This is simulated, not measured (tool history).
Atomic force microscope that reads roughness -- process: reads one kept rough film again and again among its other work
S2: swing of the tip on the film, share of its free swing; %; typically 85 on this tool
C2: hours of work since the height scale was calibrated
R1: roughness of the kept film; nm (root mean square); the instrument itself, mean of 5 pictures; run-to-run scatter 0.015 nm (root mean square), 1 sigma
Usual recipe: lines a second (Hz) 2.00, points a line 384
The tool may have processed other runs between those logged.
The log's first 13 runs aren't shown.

At hour 690.5: new tip fitted.
Run 14, hour 720.7: usual settings but lines a second (Hz) 1.61; pictures with this tip 49; C2 2494. Result: R1 2.959 nm (root mean square).
At hour 765.6: new tip fitted.
Run 15, hour 790.1: usual settings but lines a second (Hz) 1.61; pictures with this tip 40; C2 2539. Result: R1 3.035 nm (root mean square).
At hour 843.1: new tip fitted.
Run 16, hour 851.7: usual settings but lines a second (Hz) 1.61; pictures with this tip 14; C2 2580. Result: R1 3.404 nm (root mean square).
Run 17, hour 887.2: usual settings but lines a second (Hz) 1.61; pictures with this tip 72; C2 2603. Result: R1 2.776 nm (root mean square).
At hour 918.0: new tip fitted.
Run 18, hour 945.8: usual settings but lines a second (Hz) 1.61; pictures with this tip 45; C2 2641. Result: R1 3.048 nm (root mean square).
At hour 995.8: new tip fitted.
Run 19, hour 1011.2: usual settings but lines a second (Hz) 1.61, S2 56 %; pictures with this tip 25; C2 2684. Result: R1 3.402 nm (root mean square).
At hour 1070.4: new tip fitted.
Run 20, hour 1081.9: usual settings but lines a second (Hz) 1.61, S2 56 %; pictures with this tip 18; C2 2731. Result: R1 3.476 nm (root mean square).
At hour 1150.1: new tip fitted.
Run 21, hour 1150.1: usual settings but lines a second (Hz) 0.83, S2 75 %, points a line 570; pictures with this tip 0; C2 2776. Result: R1 3.837 nm (root mean square).
Run 22, hour 1218.0: usual settings but lines a second (Hz) 0.59, S2 79 %; pictures with this tip 110; C2 2821. Result: R1 2.501 nm (root mean square).
At hour 1230.2: new tip fitted.
Run 23, hour 1254.9: usual settings but lines a second (Hz) 0.59, S2 79 %; pictures with this tip 40; C2 2845. Result: R1 3.234 nm (root mean square).
At hour 1304.2: new tip fitted.
Run 24, hour 1317.7: usual settings but lines a second (Hz) 0.59, S2 79 %; pictures with this tip 22; C2 2886. Result: R1 3.400 nm (root mean square).
At hour 1367.6: height scale calibrated on a step standard.
At hour 1381.0: new tip fitted.
Run 25, hour 1381.0: usual settings but lines a second (Hz) 0.59, S2 70 %, points a line 524; pictures with this tip 0; C2 9. Result: R1 3.796 nm (root mean square).
At hour 1455.5: new tip fitted.
Run 26, hour 1455.5: usual settings but lines a second (Hz) 1.84, S2 86 %, points a line 450; pictures with this tip 0; C2 57. Result: R1 3.606 nm (root mean square).
Run 27, hour 1510.2: usual settings but lines a second (Hz) 1.26, S2 70 %, points a line 516; pictures with this tip 89; C2 94. Result: R1 2.646 nm (root mean square).
At hour 1535.2: new tip fitted.
Run 28, hour 1562.2: usual settings but lines a second (Hz) 1.26, S2 70 %, points a line 516; pictures with this tip 44; C2 128. Result: R1 3.123 nm (root mean square).
At hour 1609.2: new tip fitted.
Run 29, hour 1611.1: usual settings but lines a second (Hz) 1.26, S2 70 %, points a line 516; pictures with this tip 3; C2 160. Result: R1 3.733 nm (root mean square).
At hour 1685.1: new tip fitted.
Run 30, hour 1690.3: usual settings but lines a second (Hz) 1.26, S2 74 %, points a line 843; pictures with this tip 9; C2 212. Result: R1 3.617 nm (root mean square).
At hour 1759.3: new tip fitted.
Run 31, hour 1759.3: usual settings but lines a second (Hz) 3.31, S2 84 %, points a line 391; pictures with this tip 0; C2 257. Result: R1 3.441 nm (root mean square).
Run 32, hour 1799.8: usual settings but lines a second (Hz) 0.88, S2 62 %, points a line 790; pictures with this tip 66; C2 284. Result: R1 2.955 nm (root mean square).
At hour 1837.8: new tip fitted.
Run 33, hour 1865.8: usual settings but lines a second (Hz) 0.88, S2 62 %, points a line 790; pictures with this tip 45; C2 327. Result: R1 3.136 nm (root mean square).
Run 34, hour 1909.7: usual settings but lines a second (Hz) 2.10, S2 66 %, points a line 790; pictures with this tip 116; C2 356. Result: R1 2.409 nm (root mean square).
At hour 1916.6: new tip fitted.
Run 35, hour 1949.3: usual settings but lines a second (Hz) 2.57, S2 64 %, points a line 503; pictures with this tip 53; C2 382. Result: R1 3.040 nm (root mean square).
At hour 1995.1: new tip fitted.
Run 36, hour 2000.0: usual settings but S2 67 %; pictures with this tip 8; C2 415. Result: R1 3.595 nm (root mean square).

Predict each of these 4 candidate next runs independently; none follows another, all start after run 36:
At hour 2070.5: new tip fitted.
Run A, hour 2074.0: usual settings but lines a second (Hz) 3.26, S2 87 %, points a line 326; pictures with this tip 6; C2 464. Result: R1 ?.
At hour 2070.5: new tip fitted.
Run B, hour 2074.0: usual settings but lines a second (Hz) 1.94, S2 71 %; pictures with this tip 6; C2 464. Result: R1 ?.
At hour 2070.5: new tip fitted.
Run C, hour 2074.0: usual settings but lines a second (Hz) 2.34, S2 80 %, points a line 872; pictures with this tip 6; C2 464. Result: R1 ?.
At hour 2070.5: new tip fitted.
Run D, hour 2074.0: usual settings but lines a second (Hz) 1.40, points a line 291; pictures with this tip 6; C2 464. Result: R1 ?.

run     R1
  A  3.258
  B  3.605
  C  3.538
  D  3.498
Without the tool's hidden state the same runs would have given:
run     R1
  A  3.364
  B  3.722
  C  3.653
  D  3.612

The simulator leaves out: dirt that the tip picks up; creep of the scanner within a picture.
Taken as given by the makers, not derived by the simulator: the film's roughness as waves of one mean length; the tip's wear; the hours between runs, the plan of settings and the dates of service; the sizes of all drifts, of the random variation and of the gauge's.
